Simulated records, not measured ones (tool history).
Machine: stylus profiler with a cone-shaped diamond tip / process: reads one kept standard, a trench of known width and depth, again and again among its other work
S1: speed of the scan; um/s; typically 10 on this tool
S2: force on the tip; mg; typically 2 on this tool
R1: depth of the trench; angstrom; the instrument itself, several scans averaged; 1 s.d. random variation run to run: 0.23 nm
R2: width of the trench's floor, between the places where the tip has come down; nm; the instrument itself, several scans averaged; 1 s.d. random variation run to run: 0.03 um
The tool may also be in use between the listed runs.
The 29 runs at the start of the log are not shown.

run 30 day=17.204 | S1=13 S2=3.05 | R1=10169.6 R2=45380
run 31 day=17.642 | S1=3 S2=4.91 | R1=10236.6 R2=45370
run 32 day=18.458 | S1=6 S2=2.75 | R1=10158.9 R2=45400
run 33 day=19.229 | S1=6 S2=2.75 | R1=10155.9 R2=45370
run 34 day=19.912 | S1=12 S2=3.29 | R1=10178.7 R2=45360
run 35 day=20.6 | S1=12 S2=3.29 | R1=10177.7 R2=45270
run 36 day=21.033 | S1=3 S2=2.27 | R1=10137.8 R2=45350
run 37 day=21.762 | S1=3 S2=2.27 | R1=10133.9 R2=45300
run 38 day=22.233 | S1=10 S2=4.67 | R1=10225.9 R2=45260
run 39 day=22.921 | S1=14 S2=1.22 | R1=10084.7 R2=45320
run 40 day=23.554 | S1=14 S2=1.48 | R1=10098.4 R2=45290
run 41 day=24.308 | S1=13 S2=2.34 | R1=10136.1 R2=45260
run 42 day=24.783 | S1=13 S2=2.34 | R1=10139.6 R2=45280
run 43 day=25.167 | S1=12 S2=2 | R1=10123.6 R2=45270
run 44 day=25.8 | S1=12 S2=0.9 | R1=10072.8 R2=45210
run 45 day=26.471 | S1=10 S2=0.82 | R1=10059.6 R2=45250

Alternative continuations, all from the tool just after run 45; predict every row:
run A day=27.146 | S1=8 S2=2.17 | R1=? R2=?
run B day=27.146 | S1=3 S2=0.75 | R1=? R2=?
run C day=27.146 | S1=28 S2=0.8 | R1=? R2=?
run D day=27.146 | S1=10 S2=3.99 | R1=? R2=?

run=A R1=10126.8 R2=45210
run=B R1=10063.4 R2=45290
run=C R1=10060.8 R2=45260
run=D R1=10200.8 R2=45240
With the hidden condition removed and each run's random variation left untouched, the same runs would have given:
run=A R1=10135.3 R2=45950
run=B R1=10071.9 R2=46030
run=C R1=10069.3 R2=46000
run=D R1=10209.4 R2=45980

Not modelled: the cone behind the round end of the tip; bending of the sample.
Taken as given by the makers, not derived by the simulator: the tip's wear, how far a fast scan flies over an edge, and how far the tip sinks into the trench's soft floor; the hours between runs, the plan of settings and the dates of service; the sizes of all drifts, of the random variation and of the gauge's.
